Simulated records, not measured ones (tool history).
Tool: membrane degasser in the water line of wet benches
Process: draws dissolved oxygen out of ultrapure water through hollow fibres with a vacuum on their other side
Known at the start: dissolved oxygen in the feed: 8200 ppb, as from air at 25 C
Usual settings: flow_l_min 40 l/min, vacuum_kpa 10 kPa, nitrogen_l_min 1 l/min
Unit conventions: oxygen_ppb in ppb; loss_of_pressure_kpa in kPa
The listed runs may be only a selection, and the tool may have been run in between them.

run	hour	flow_l_min	vacuum_kpa	nitrogen_l_min	oxygen_ppb	loss_of_pressure_kpa
1	0	40	10	1	524.9	59.86
2	146.1	40	10	2.88	223.2	59.82
3	255	40	7	1	307.1	60.13
4	357.8	40	10	1	526.2	60.05
5	444.5	40	10	1	524.4	59.56
6	653.3	40	10	1	522.9	60.06
7	763.6	40	10	1	532.1	60.13
8	850.3	40	10	2.31	269.5	59.82
9	1035.6	40	10	2.31	269.4	60.28
10	1164	40	10	2.31	269.4	59.89
11	1334.9	40	10	2.31	269.2	60.22
12	1482.1	40	10	0.98	534.3	60.5
13	1616.5	40	10	1	524.3	60.17
14	1736.4	40	10	1	526.3	59.85
15	1919.5	40	10	1	520.9	60.37
16	2040.6	40	10	1	523.9	60.06

Expected results for the next run?
17	2159.8	40	10	0.78	?	?

oxygen_ppb: 622 ppb
loss_of_pressure_kpa: 59.87 kPa
If the tool had no hidden condition, the same run with the same run-to-run variation would have returned oxygen_ppb 628.4 ppb, loss_of_pressure_kpa 59.8 kPa.
